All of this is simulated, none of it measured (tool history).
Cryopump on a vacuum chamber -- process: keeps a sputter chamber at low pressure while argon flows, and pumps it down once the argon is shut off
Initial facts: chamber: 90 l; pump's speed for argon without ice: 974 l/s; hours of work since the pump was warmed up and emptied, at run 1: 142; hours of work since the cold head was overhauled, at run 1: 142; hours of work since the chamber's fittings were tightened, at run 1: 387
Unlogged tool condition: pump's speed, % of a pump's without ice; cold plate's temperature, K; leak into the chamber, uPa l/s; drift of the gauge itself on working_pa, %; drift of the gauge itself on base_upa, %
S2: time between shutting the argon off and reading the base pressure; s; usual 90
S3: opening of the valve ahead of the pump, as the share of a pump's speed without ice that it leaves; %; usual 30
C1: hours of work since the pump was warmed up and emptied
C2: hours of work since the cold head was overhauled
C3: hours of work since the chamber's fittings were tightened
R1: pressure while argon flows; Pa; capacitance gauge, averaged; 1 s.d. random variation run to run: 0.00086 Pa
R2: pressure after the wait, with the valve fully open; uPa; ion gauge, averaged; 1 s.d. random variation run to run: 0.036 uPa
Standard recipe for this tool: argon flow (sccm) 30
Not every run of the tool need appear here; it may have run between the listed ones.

run 1 day=0 | argon_flow_(sccm)=30 S2=90 S3=30 | C1=142 C2=142 C3=387 | R1=0.182 R2=2.48
run 2 day=1.942 | argon_flow_(sccm)=30 S2=90 S3=30 | C1=168 C2=168 C3=413 | R1=0.1836 R2=2.55
run 3 day=2.829 | argon_flow_(sccm)=30 S2=33 S3=30 | C1=180 C2=180 C3=425 | R1=0.1836 R2=5.56
run 4 day=4.033 | argon_flow_(sccm)=30 S2=90 S3=30 | C1=197 C2=197 C3=441 | R1=0.1858 R2=2.63
run 5 day=5.292 | argon_flow_(sccm)=30 S2=90 S3=30 | C1=214 C2=214 C3=458 | R1=0.1864 R2=2.64
run 6 day=6.812 | argon_flow_(sccm)=30 S2=90 S3=30 | C1=234 C2=234 C3=479 | R1=0.1868 R2=2.64
run 7 day=8.071 | argon_flow_(sccm)=22 S2=90 S3=30 | C1=251 C2=251 C3=496 | R1=0.1386 R2=2.59
run 8 day=10.017 | argon_flow_(sccm)=22 S2=90 S3=30 | C1=277 C2=277 C3=522 | R1=0.1387 R2=2.82
run 9 day=10.988 | argon_flow_(sccm)=51 S2=117 S3=30 | C1=290 C2=290 C3=535 | R1=0.3216 R2=2.43
run 10 day=11.775 | argon_flow_(sccm)=16 S2=117 S3=22 | C1=301 C2=301 C3=546 | R1=0.1364 R2=2.38
run 11 day=12.604 | argon_flow_(sccm)=27 S2=258 S3=30 | C1=312 C2=312 C3=557 | R1=0.1729 R2=1.69
run 12 day=14.25 | argon_flow_(sccm)=27 S2=258 S3=30 | C1=334 C2=334 C3=579 | R1=0.1724 R2=1.75
run 13 day=15.988 | argon_flow_(sccm)=27 S2=258 S3=30 | C1=358 C2=358 C3=602 | R1=0.1756 R2=1.77
run 14 day=17.271 | argon_flow_(sccm)=27 S2=32 S3=30 | C1=375 C2=375 C3=620 | R1=0.1759 R2=6.13
run 15 day=18.546 | argon_flow_(sccm)=32 S2=32 S3=30 | C1=392 C2=392 C3=637 | R1=0.2121 R2=6.28

Here are 4 independent what-if runs from the current tool condition. What would each one return?
run A day=19.379 | argon_flow_(sccm)=40 S2=95 S3=22 | C1=403 C2=403 C3=648 | R1=? R2=?
run B day=19.379 | argon_flow_(sccm)=18 S2=91 S3=43 | C1=403 C2=403 C3=648 | R1=? R2=?
run C day=19.379 | argon_flow_(sccm)=37 S2=293 S3=36 | C1=403 C2=403 C3=648 | R1=? R2=?
run D day=19.379 | argon_flow_(sccm)=16 S2=107 S3=17 | C1=403 C2=403 C3=648 | R1=? R2=?

run=A R1=0.3497 R2=2.98
run=B R1=0.0868 R2=3.08
run=C R1=0.2081 R2=1.81
run=D R1=0.1759 R2=2.73
With no hidden state in the tool, these same runs would have given:
run=A R1=0.3167 R2=1.96
run=B R1=0.0719 R2=2.06
run=C R1=0.1777 R2=0.82
run=D R1=0.1628 R2=1.75
